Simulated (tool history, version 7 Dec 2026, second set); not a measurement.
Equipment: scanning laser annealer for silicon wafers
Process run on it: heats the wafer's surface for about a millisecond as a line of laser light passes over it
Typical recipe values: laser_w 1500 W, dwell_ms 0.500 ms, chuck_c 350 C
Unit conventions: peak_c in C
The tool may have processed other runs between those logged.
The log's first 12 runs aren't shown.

| run | hour | laser_w | dwell_ms | chuck_c | peak_c |
|---|---|---|---|---|---|
| 13 | 189.2 | 1500 | 0.500 | 350 | 1041 |
|  | 196.5 | optics aligned, line set to its width |
| 14 | 216.6 | 1500 | 0.500 | 350 | 1039 |
| 15 | 232.2 | 1500 | 0.500 | 350 | 1039 |
|  | 241.8 | optics aligned, line set to its width, once more |
| 16 | 261.5 | 1500 | 0.368 | 350 | 949 |
| 17 | 274.0 | 1500 | 0.500 | 368 | 1059 |
|  | 286.3 | window over the wafer cleaned |
| 18 | 294.0 | 1500 | 0.500 | 368 | 1083 |
| 19 | 311.7 | 1497 | 0.585 | 329 | 1097 |
| 20 | 331.0 | 1288 | 0.476 | 342 | 939 |
| 21 | 355.7 | 1500 | 0.607 | 386 | 1168 |
| 22 | 373.8 | 1577 | 0.607 | 379 | 1203 |
| 23 | 392.0 | 1577 | 0.607 | 379 | 1198 |
| 24 | 406.7 | 1577 | 0.607 | 379 | 1203 |
| 25 | 419.2 | 1577 | 0.607 | 379 | 1199 |
| 26 | 437.7 | 1295 | 0.500 | 350 | 961 |
| 27 | 458.0 | 1500 | 0.393 | 364 | 999 |
| 28 | 470.5 | 1500 | 0.471 | 350 | 1038 |
| 29 | 486.0 | 1403 | 0.446 | 354 | 980 |
| 30 | 500.6 | 1403 | 0.359 | 354 | 924 |
| 31 | 520.5 | 1628 | 0.438 | 387 | 1114 |
| 32 | 543.0 | 1375 | 0.352 | 348 | 901 |
| 33 | 554.4 | 1375 | 0.352 | 348 | 896 |

Here are 4 independent what-if runs from the current tool condition. What would each one return?
| A | 578.7 | 1593 | 0.443 | 327 | ? |
| B | 578.7 | 1458 | 0.500 | 350 | ? |
| C | 578.7 | 1553 | 0.500 | 358 | ? |
| D | 578.7 | 1500 | 0.500 | 314 | ? |

| run | peak_c |
|---|---|
| A | 1038 |
| B | 1041 |
| C | 1094 |
| D | 1024 |
Without the tool's unlogged condition, the same runs would have read:
| run | peak_c |
|---|---|
| A | 1041 |
| B | 1045 |
| C | 1098 |
| D | 1028 |

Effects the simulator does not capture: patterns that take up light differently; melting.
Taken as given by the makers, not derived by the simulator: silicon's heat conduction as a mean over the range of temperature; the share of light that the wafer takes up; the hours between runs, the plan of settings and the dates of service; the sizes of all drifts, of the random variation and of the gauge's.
